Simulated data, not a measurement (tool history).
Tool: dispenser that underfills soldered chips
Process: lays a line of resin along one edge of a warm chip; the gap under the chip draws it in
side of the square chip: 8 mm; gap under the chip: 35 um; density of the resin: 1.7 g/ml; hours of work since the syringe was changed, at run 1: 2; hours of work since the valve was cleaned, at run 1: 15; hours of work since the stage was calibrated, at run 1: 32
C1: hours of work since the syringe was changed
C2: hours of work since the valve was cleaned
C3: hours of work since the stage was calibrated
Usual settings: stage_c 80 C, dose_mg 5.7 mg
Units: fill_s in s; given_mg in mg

{"run": 1, "hour": 0.0, "stage_c": 80, "dose_mg": 5.7, "C1": 2, "C2": 15, "C3": 32, "fill_s": 54, "given_mg": 5.73}
{"run": 2, "hour": 3.3, "stage_c": 80, "dose_mg": 5.7, "C1": 4, "C2": 17, "C3": 34, "fill_s": 61.2, "given_mg": 5.71}
{"hour": 5.4, "done": "new syringe of resin"}
{"run": 3, "hour": 10.1, "stage_c": 80, "dose_mg": 5.03, "C1": 3, "C2": 21, "C3": 38, "fill_s": 56.9, "given_mg": 4.96}
{"run": 4, "hour": 13.4, "stage_c": 80, "dose_mg": 5.03, "C1": 5, "C2": 23, "C3": 40, "fill_s": 66.7, "given_mg": 5}
{"hour": 14.3, "done": "new syringe of resin"}
{"run": 5, "hour": 16.8, "stage_c": 80, "dose_mg": 5.03, "C1": 1, "C2": 24, "C3": 42, "fill_s": 54.1, "given_mg": 4.96}
{"run": 6, "hour": 21.1, "stage_c": 80, "dose_mg": 7.13, "C1": 4, "C2": 27, "C3": 44, "fill_s": 62.4, "given_mg": 7.05}
{"hour": 23.3, "done": "new syringe of resin"}
{"run": 7, "hour": 24.8, "stage_c": 80, "dose_mg": 5.7, "C1": 1, "C2": 29, "C3": 46, "fill_s": 49, "given_mg": 5.64}
{"run": 8, "hour": 28.6, "stage_c": 94, "dose_mg": 5.7, "C1": 3, "C2": 31, "C3": 49, "fill_s": 36.2, "given_mg": 5.58}
{"hour": 32.3, "done": "new syringe of resin"}
{"run": 9, "hour": 35.1, "stage_c": 80, "dose_mg": 5.24, "C1": 2, "C2": 35, "C3": 52, "fill_s": 53.7, "given_mg": 5.15}
{"run": 10, "hour": 40.5, "stage_c": 80, "dose_mg": 6.37, "C1": 5, "C2": 38, "C3": 56, "fill_s": 66, "given_mg": 6.31}
{"hour": 41.2, "done": "new syringe of resin"}
{"run": 11, "hour": 47.9, "stage_c": 80, "dose_mg": 5.7, "C1": 4, "C2": 43, "C3": 60, "fill_s": 61.7, "given_mg": 5.61}
{"hour": 50.0, "done": "new syringe of resin"}
{"run": 12, "hour": 53.0, "stage_c": 75, "dose_mg": 5.7, "C1": 2, "C2": 45, "C3": 63, "fill_s": 63.5, "given_mg": 5.59}
{"hour": 59.1, "done": "new syringe of resin"}
{"run": 13, "hour": 60.8, "stage_c": 75, "dose_mg": 5.7, "C1": 1, "C2": 50, "C3": 67, "fill_s": 59.1, "given_mg": 5.59}
{"run": 14, "hour": 66.0, "stage_c": 80, "dose_mg": 5.7, "C1": 4, "C2": 53, "C3": 70, "fill_s": 62.4, "given_mg": 5.56}
{"hour": 68.1, "done": "new syringe of resin"}
{"run": 15, "hour": 71.7, "stage_c": 80, "dose_mg": 5.7, "C1": 2, "C2": 56, "C3": 74, "fill_s": 54.9, "given_mg": 5.58}
{"hour": 77.1, "done": "new syringe of resin"}
{"run": 16, "hour": 77.4, "stage_c": 80, "dose_mg": 6.51, "C1": 0, "C2": 60, "C3": 77, "fill_s": 46.9, "given_mg": 6.43}
{"run": 17, "hour": 83.4, "stage_c": 80, "dose_mg": 6.51, "C1": 4, "C2": 63, "C3": 81, "fill_s": 59.2, "given_mg": 6.36}
{"hour": 85.8, "done": "new syringe of resin"}
{"run": 18, "hour": 89.4, "stage_c": 80, "dose_mg": 6.51, "C1": 2, "C2": 67, "C3": 84, "fill_s": 53.3, "given_mg": 6.3}
{"hour": 94.8, "done": "new syringe of resin"}
{"run": 19, "hour": 96.3, "stage_c": 80, "dose_mg": 6.51, "C1": 1, "C2": 71, "C3": 88, "fill_s": 48.7, "given_mg": 6.34}
{"run": 20, "hour": 102.3, "stage_c": 78, "dose_mg": 4.84, "C1": 4, "C2": 74, "C3": 92, "fill_s": 71.6, "given_mg": 4.76}
{"hour": 103.8, "done": "new syringe of resin"}
{"run": 21, "hour": 108.1, "stage_c": 92, "dose_mg": 7.31, "C1": 3, "C2": 78, "C3": 95, "fill_s": 36.1, "given_mg": 7.08}
{"hour": 112.5, "done": "new syringe of resin"}
{"run": 22, "hour": 114.9, "stage_c": 92, "dose_mg": 5.77, "C1": 1, "C2": 81, "C3": 99, "fill_s": 34.9, "given_mg": 5.49}
{"run": 23, "hour": 119.7, "stage_c": 92, "dose_mg": 5.77, "C1": 4, "C2": 84, "C3": 102, "fill_s": 42.7, "given_mg": 5.6}
{"hour": 121.6, "done": "new syringe of resin"}
{"run": 24, "hour": 126.0, "stage_c": 92, "dose_mg": 5.77, "C1": 3, "C2": 88, "C3": 105, "fill_s": 38.3, "given_mg": 5.61}
{"hour": 130.7, "done": "new syringe of resin"}
{"run": 25, "hour": 133.3, "stage_c": 67, "dose_mg": 5.15, "C1": 2, "C2": 92, "C3": 110, "fill_s": 82.2, "given_mg": 4.92}
{"hour": 140.0, "done": "new syringe of resin"}
{"run": 26, "hour": 140.0, "stage_c": 67, "dose_mg": 5.15, "C1": 0, "C2": 96, "C3": 113, "fill_s": 74.7, "given_mg": 4.93}
{"run": 27, "hour": 143.9, "stage_c": 82, "dose_mg": 6.72, "C1": 2, "C2": 98, "C3": 116, "fill_s": 49.4, "given_mg": 6.42}
{"hour": 149.0, "done": "new syringe of resin"}
{"run": 28, "hour": 149.0, "stage_c": 88, "dose_mg": 4.83, "C1": 0, "C2": 101, "C3": 119, "fill_s": 36.9, "given_mg": 4.62}
{"run": 29, "hour": 154.2, "stage_c": 85, "dose_mg": 5.56, "C1": 3, "C2": 104, "C3": 122, "fill_s": 49.3, "given_mg": 5.36}
{"hour": 157.8, "done": "new syringe of resin"}
{"run": 30, "hour": 161.2, "stage_c": 82, "dose_mg": 6.54, "C1": 2, "C2": 108, "C3": 126, "fill_s": 49.1, "given_mg": 6.23}
{"hour": 167.0, "done": "new syringe of resin"}
{"run": 31, "hour": 168.2, "stage_c": 67, "dose_mg": 5.96, "C1": 1, "C2": 112, "C3": 130, "fill_s": 75.7, "given_mg": 5.7}
{"run": 32, "hour": 172.9, "stage_c": 67, "dose_mg": 5.96, "C1": 4, "C2": 115, "C3": 133, "fill_s": 94.4, "given_mg": 5.6}
{"hour": 175.7, "done": "new syringe of resin"}
{"run": 33, "hour": 177.6, "stage_c": 67, "dose_mg": 5.96, "C1": 1, "C2": 118, "C3": 135, "fill_s": 78.7, "given_mg": 5.64}
{"run": 34, "hour": 183.6, "stage_c": 67, "dose_mg": 5.96, "C1": 5, "C2": 122, "C3": 139, "fill_s": 101.1, "given_mg": 5.64}
{"hour": 184.9, "done": "new syringe of resin"}
{"run": 35, "hour": 188.5, "stage_c": 72, "dose_mg": 6.79, "C1": 2, "C2": 124, "C3": 142, "fill_s": 72.3, "given_mg": 6.47}

Hidden state at the last listed run before each entry between runs and at the first one after, where it differs:
Between runs 2 and 3: new syringe of resin (hour 5.4)
  resin's viscosity, % of fresh resin's: 135.6 -> 120; dose that the valve gives, % of what is set: 99.57 -> 99.38; true chip temperature over the reading, C: 0.07 -> 0.08
  measured less the result without the state, fill_s: +16.2 -> +9.5 s; given_mg: -0.03 -> -0.03 mg
Between runs 4 and 5: new syringe of resin (hour 14.3)
  resin's viscosity, % of fresh resin's: 139 -> 112.5; dose that the valve gives, % of what is set: 99.27 -> 99.18
  measured less the result without the state, fill_s: +18.6 -> +5.9 s; given_mg: -0.04 -> -0.05 mg
Between runs 6 and 7: new syringe of resin (hour 23.3)
  resin's viscosity, % of fresh resin's: 136.4 -> 104.7; dose that the valve gives, % of what is set: 99.06 -> 98.97; true chip temperature over the reading, C: 0.1 -> 0.11
  measured less the result without the state, fill_s: +16.5 -> +2.1 s; given_mg: -0.07 -> -0.06 mg
Between runs 8 and 9: new syringe of resin (hour 32.3)
  resin's viscosity, % of fresh resin's: 123.6 -> 112.8; dose that the valve gives, % of what is set: 98.88 -> 98.7; true chip temperature over the reading, C: 0.11 -> 0.12
  measured less the result without the state, fill_s: +6.9 -> +6.1 s; given_mg: -0.07 -> -0.07 mg
Between runs 10 and 11: new syringe of resin (hour 41.2)
  resin's viscosity, % of fresh resin's: 143.3 -> 133.1; dose that the valve gives, % of what is set: 98.55 -> 98.34; true chip temperature over the reading, C: 0.13 -> 0.14
  measured less the result without the state, fill_s: +19.7 -> +15.4 s; given_mg: -0.1 -> -0.1 mg
Between runs 11 and 12: new syringe of resin (hour 50)
  resin's viscosity, % of fresh resin's: 133.1 -> 115.2; dose that the valve gives, % of what is set: 98.34 -> 98.2; true chip temperature over the reading, C: 0.14 -> 0.15
  measured less the result without the state, fill_s: +15.4 -> +8.2 s; given_mg: -0.1 -> -0.1 mg
Between runs 12 and 13: new syringe of resin (hour 59.1)
  resin's viscosity, % of fresh resin's: 115.2 -> 106.9; dose that the valve gives, % of what is set: 98.2 -> 97.99; true chip temperature over the reading, C: 0.15 -> 0.17
  measured less the result without the state, fill_s: +8.2 -> +3.7 s; given_mg: -0.1 -> -0.12 mg
Between runs 14 and 15: new syringe of resin (hour 68.1)
  resin's viscosity, % of fresh resin's: 134.5 -> 118.3; dose that the valve gives, % of what is set: 97.84 -> 97.67
  measured less the result without the state, fill_s: +15.9 -> +8.4 s; given_mg: -0.13 -> -0.13 mg
Between runs 15 and 16: new syringe of resin (hour 77.1)
  resin's viscosity, % of fresh resin's: 118.3 -> 99.8; dose that the valve gives, % of what is set: 97.67 -> 97.51; true chip temperature over the reading, C: 0.18 -> 0.19
  measured less the result without the state, fill_s: +8.4 -> -0.3 s; given_mg: -0.13 -> -0.16 mg
Between runs 17 and 18: new syringe of resin (hour 85.8)
  resin's viscosity, % of fresh resin's: 130 -> 117.2; dose that the valve gives, % of what is set: 97.33 -> 97.16; true chip temperature over the reading, C: 0.21 -> 0.22
  measured less the result without the state, fill_s: +13.4 -> +7.6 s; given_mg: -0.17 -> -0.19 mg
Between runs 18 and 19: new syringe of resin (hour 94.8)
  resin's viscosity, % of fresh resin's: 117.2 -> 105.5; dose that the valve gives, % of what is set: 97.16 -> 96.97; true chip temperature over the reading, C: 0.22 -> 0.23
  measured less the result without the state, fill_s: +7.6 -> +2.3 s; given_mg: -0.19 -> -0.19 mg
Between runs 20 and 21: new syringe of resin (hour 103.8)
  resin's viscosity, % of fresh resin's: 137.8 -> 121.8; dose that the valve gives, % of what is set: 96.78 -> 96.62; true chip temperature over the reading, C: 0.24 -> 0.25
  measured less the result without the state, fill_s: +19.8 -> +6.3 s; given_mg: -0.16 -> -0.25 mg
Between runs 21 and 22: new syringe of resin (hour 112.5)
  resin's viscosity, % of fresh resin's: 121.8 -> 111.4; dose that the valve gives, % of what is set: 96.62 -> 96.44; true chip temperature over the reading, C: 0.25 -> 0.26
  measured less the result without the state, fill_s: +6.3 -> +3.5 s; given_mg: -0.25 -> -0.2 mg
Between runs 23 and 24: new syringe of resin (hour 121.6)
  resin's viscosity, % of fresh resin's: 137.8 -> 123.4; dose that the valve gives, % of what is set: 96.3 -> 96.11; true chip temperature over the reading, C: 0.27 -> 0.28
  measured less the result without the state, fill_s: +11.7 -> +7.1 s; given_mg: -0.21 -> -0.23 mg
Between runs 24 and 25: new syringe of resin (hour 130.7)
  resin's viscosity, % of fresh resin's: 123.4 -> 111; dose that the valve gives, % of what is set: 96.11 -> 95.91; true chip temperature over the reading, C: 0.28 -> 0.29
  measured less the result without the state, fill_s: +7.1 -> +8.2 s; given_mg: -0.23 -> -0.21 mg
Between runs 25 and 26: new syringe of resin (hour 140)
  resin's viscosity, % of fresh resin's: 111 -> 98.7; dose that the valve gives, % of what is set: 95.91 -> 95.72; true chip temperature over the reading, C: 0.29 -> 0.3
  measured less the result without the state, fill_s: +8.2 -> -0.9 s; given_mg: -0.21 -> -0.22 mg
Between runs 27 and 28: new syringe of resin (hour 149)
  resin's viscosity, % of fresh resin's: 117.6 -> 99.8; dose that the valve gives, % of what is set: 95.61 -> 95.46; true chip temperature over the reading, C: 0.31 -> 0.32
  measured less the result without the state, fill_s: +7.1 -> +0.2 s; given_mg: -0.3 -> -0.22 mg
Between runs 29 and 30: new syringe of resin (hour 157.8)
  resin's viscosity, % of fresh resin's: 125.5 -> 116.4; dose that the valve gives, % of what is set: 95.31 -> 95.11; true chip temperature over the reading, C: 0.32 -> 0.34
  measured less the result without the state, fill_s: +10 -> +6.7 s; given_mg: -0.26 -> -0.32 mg
Between runs 30 and 31: new syringe of resin (hour 167)
  resin's viscosity, % of fresh resin's: 116.4 -> 106.2; dose that the valve gives, % of what is set: 95.11 -> 94.89; true chip temperature over the reading, C: 0.34 -> 0.35
  measured less the result without the state, fill_s: +6.7 -> +4.1 s; given_mg: -0.32 -> -0.31 mg
Between runs 32 and 33: new syringe of resin (hour 175.7)
  resin's viscosity, % of fresh resin's: 130.9 -> 108.9; dose that the valve gives, % of what is set: 94.76 -> 94.63
  measured less the result without the state, fill_s: +21.9 -> +6.1 s; given_mg: -0.31 -> -0.32 mg
Between runs 34 and 35: new syringe of resin (hour 184.9)
  resin's viscosity, % of fresh resin's: 141.7 -> 119.7; dose that the valve gives, % of what is set: 94.46 -> 94.33; true chip temperature over the reading, C: 0.37 -> 0.38
  measured less the result without the state, fill_s: +29.5 -> +11.4 s; given_mg: -0.33 -> -0.39 mg

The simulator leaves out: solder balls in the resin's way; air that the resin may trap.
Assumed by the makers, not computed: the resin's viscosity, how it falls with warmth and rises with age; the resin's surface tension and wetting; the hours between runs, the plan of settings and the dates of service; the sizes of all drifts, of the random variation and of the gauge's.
